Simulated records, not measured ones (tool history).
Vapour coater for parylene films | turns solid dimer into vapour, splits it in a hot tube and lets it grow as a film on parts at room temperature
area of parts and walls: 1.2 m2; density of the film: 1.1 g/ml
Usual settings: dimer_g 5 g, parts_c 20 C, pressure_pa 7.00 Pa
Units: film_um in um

run,hour,dimer_g,parts_c,pressure_pa,film_um
1,0.0,5,20,7.00,1.98
2,66.9,5,20,7.00,1.96
3,128.4,5,20,7.00,1.93
4,187.4,5,20,7.00,1.89
5,215.4,5,20,7.00,1.88
6,263.5,5,20,10.96,1.70
7,302.1,5,20,3.89,2.09
8,351.5,5,32,7.00,1.25
# hour 416.2: trap's valve overhauled
9,423.0,5,32,7.00,1.18
10,488.7,8,32,7.00,1.87
11,541.0,5,20,7.00,1.70
12,602.3,5,20,7.00,1.64
# hour 620.1: trap's valve overhauled, once more
13,639.1,5,20,3.48,2.27
14,670.7,5,20,3.48,2.25
15,724.1,5,21,7.00,1.88
16,784.6,5,20,6.82,1.91
17,831.8,5,16,7.00,2.12

Forecast run 18:
18,869.4,5,16,7.00,?

{"run 18": {"film_um": 2.12}}
Without the tool's hidden state the same run would have given film_um 2.30 um.
